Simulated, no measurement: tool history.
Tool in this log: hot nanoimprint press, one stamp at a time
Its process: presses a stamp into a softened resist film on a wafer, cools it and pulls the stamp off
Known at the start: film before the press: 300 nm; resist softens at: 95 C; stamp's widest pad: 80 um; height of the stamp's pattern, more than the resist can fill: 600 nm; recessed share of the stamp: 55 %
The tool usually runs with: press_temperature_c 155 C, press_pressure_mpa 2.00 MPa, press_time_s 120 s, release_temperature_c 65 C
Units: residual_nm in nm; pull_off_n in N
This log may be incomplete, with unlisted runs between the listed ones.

| run | hour | press_temperature_c | press_pressure_mpa | press_time_s | release_temperature_c | residual_nm | pull_off_n |
|---|---|---|---|---|---|---|---|
| 1 | 0.0 | 155 | 2.00 | 120 | 65 | 154.5 | 110 |
| 2 | 30.2 | 155 | 2.00 | 120 | 51 | 154.4 | 120 |
| 3 | 51.2 | 155 | 2.20 | 120 | 65 | 148.2 | 114 |
| 4 | 75.2 | 155 | 2.00 | 194 | 65 | 131.5 | 122 |
| 5 | 108.9 | 155 | 2.00 | 194 | 65 | 130.8 | 118 |
| 6 | 147.2 | 155 | 2.00 | 194 | 65 | 132.2 | 124 |
| 7 | 191.7 | 155 | 2.65 | 194 | 65 | 113.4 | 125 |
|  | 225.5 | stamp cleaned and given a new release coat |
| 8 | 226.2 | 155 | 1.33 | 120 | 65 | 184.2 | 107 |
| 9 | 248.5 | 155 | 1.33 | 120 | 65 | 184.9 | 113 |
| 10 | 280.6 | 155 | 2.76 | 120 | 65 | 134.2 | 112 |
| 11 | 319.3 | 155 | 2.00 | 120 | 54 | 155.9 | 123 |
| 12 | 345.9 | 155 | 1.97 | 120 | 55 | 158.1 | 130 |
| 13 | 373.3 | 160 | 1.35 | 95 | 65 | 169.1 | 126 |
| 14 | 419.2 | 160 | 1.35 | 165 | 71 | 142.5 | 125 |
|  | 449.5 | plate thermocouple calibrated |
|  | 455.5 | stamp cleaned and given a new release coat |
| 15 | 473.3 | 160 | 1.35 | 165 | 71 | 137.5 | 101 |
| 16 | 508.0 | 157 | 1.53 | 128 | 57 | 159.6 | 119 |
| 17 | 549.3 | 145 | 2.24 | 111 | 61 | 208.2 | 122 |
| 18 | 587.1 | 152 | 2.00 | 62 | 57 | 209.9 | 131 |
| 19 | 607.1 | 152 | 2.00 | 62 | 57 | 207.6 | 125 |
| 20 | 635.6 | 152 | 2.00 | 62 | 57 | 208.1 | 132 |
|  | 680.7 | stamp cleaned and given a new release coat |
| 21 | 680.7 | 164 | 2.00 | 61 | 65 | 146.7 | 110 |

Forecast each of these 4 alternatives for the next run:
| A | 713.8 | 149 | 1.37 | 72 | 65 | ? | ? |
| B | 713.8 | 164 | 1.20 | 61 | 56 | ? | ? |
| C | 713.8 | 164 | 1.68 | 239 | 65 | ? | ? |
| D | 713.8 | 159 | 2.40 | 61 | 65 | ? | ? |

| run | residual_nm | pull_off_n |
|---|---|---|
| A | 242.9 | 110 |
| B | 181.9 | 118 |
| C | 94.6 | 112 |
| D | 158.3 | 113 |
Without the tool's unlogged condition, the same runs would have read:
| run | residual_nm | pull_off_n |
|---|---|---|
| A | 238.8 | 106 |
| B | 177.5 | 114 |
| C | 91.5 | 108 |
| D | 153.4 | 109 |
